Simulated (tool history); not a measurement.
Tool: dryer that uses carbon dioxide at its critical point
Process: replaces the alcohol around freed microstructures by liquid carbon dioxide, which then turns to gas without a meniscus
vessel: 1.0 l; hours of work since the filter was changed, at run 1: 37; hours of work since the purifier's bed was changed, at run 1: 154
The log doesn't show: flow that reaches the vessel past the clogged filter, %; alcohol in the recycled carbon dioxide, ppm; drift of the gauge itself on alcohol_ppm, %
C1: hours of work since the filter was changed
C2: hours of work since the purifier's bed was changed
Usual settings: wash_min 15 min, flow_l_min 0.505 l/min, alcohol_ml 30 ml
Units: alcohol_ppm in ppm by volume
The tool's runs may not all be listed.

run 1 hour=0.0 | wash_min=15 flow_l_min=0.505 alcohol_ml=30 | C1=37 C2=154 | alcohol_ppm=49
run 2 hour=17.3 | wash_min=18 flow_l_min=0.505 alcohol_ml=30 | C1=43 C2=160 | alcohol_ppm=41
run 3 hour=39.1 | wash_min=18 flow_l_min=0.505 alcohol_ml=30 | C1=50 C2=167 | alcohol_ppm=41
run 4 hour=75.4 | wash_min=18 flow_l_min=0.505 alcohol_ml=30 | C1=63 C2=180 | alcohol_ppm=41
run 5 hour=111.5 | wash_min=15 flow_l_min=0.505 alcohol_ml=54 | C1=75 C2=192 | alcohol_ppm=94
run 6 hour=128.7 | wash_min=15 flow_l_min=0.331 alcohol_ml=30 | C1=81 C2=198 | alcohol_ppm=363
run 7 hour=165.3 | wash_min=15 flow_l_min=0.331 alcohol_ml=30 | C1=94 C2=211 | alcohol_ppm=379
run 8 hour=189.3 | wash_min=15 flow_l_min=0.505 alcohol_ml=30 | C1=102 C2=219 | alcohol_ppm=78
run 9 hour=221.2 | wash_min=15 flow_l_min=0.505 alcohol_ml=30 | C1=113 C2=230 | alcohol_ppm=83
run 10 hour=247.2 | wash_min=15 flow_l_min=0.710 alcohol_ml=30 | C1=122 C2=239 | alcohol_ppm=55
run 11 hour=276.8 | wash_min=15 flow_l_min=0.710 alcohol_ml=30 | C1=132 C2=250 | alcohol_ppm=51
run 12 hour=303.5 | wash_min=15 flow_l_min=0.710 alcohol_ml=21 | C1=142 C2=259 | alcohol_ppm=49
run 13 hour=332.1 | wash_min=11 flow_l_min=0.535 alcohol_ml=22 | C1=152 C2=269 | alcohol_ppm=171
run 14 hour=359.2 | wash_min=11 flow_l_min=0.535 alcohol_ml=22 | C1=161 C2=278 | alcohol_ppm=198
run 15 hour=394.0 | wash_min=11 flow_l_min=0.616 alcohol_ml=30 | C1=173 C2=290 | alcohol_ppm=142
run 16 hour=422.4 | wash_min=15 flow_l_min=0.328 alcohol_ml=36 | C1=183 C2=300 | alcohol_ppm=618
-- hour=439.4 inlet filter changed
run 17 hour=461.1 | wash_min=23 flow_l_min=0.328 alcohol_ml=54 | C1=8 C2=313 | alcohol_ppm=96
run 18 hour=479.2 | wash_min=15 flow_l_min=0.784 alcohol_ml=47 | C1=14 C2=319 | alcohol_ppm=64
run 19 hour=495.1 | wash_min=21 flow_l_min=0.414 alcohol_ml=30 | C1=19 C2=325 | alcohol_ppm=68
run 20 hour=516.5 | wash_min=13 flow_l_min=0.436 alcohol_ml=37 | C1=27 C2=332 | alcohol_ppm=234
run 21 hour=539.7 | wash_min=24 flow_l_min=0.505 alcohol_ml=30 | C1=35 C2=340 | alcohol_ppm=54
run 22 hour=575.4 | wash_min=9 flow_l_min=0.564 alcohol_ml=24 | C1=47 C2=353 | alcohol_ppm=271

The next listed run, before its measurement:
run 23 hour=612.8 | wash_min=15 flow_l_min=0.450 alcohol_ml=46 | C1=60 C2=365 | alcohol_ppm=?

alcohol_ppm: 157 ppm by volume
Without the tool's hidden state the same run would have given alcohol_ppm 74 ppm by volume.
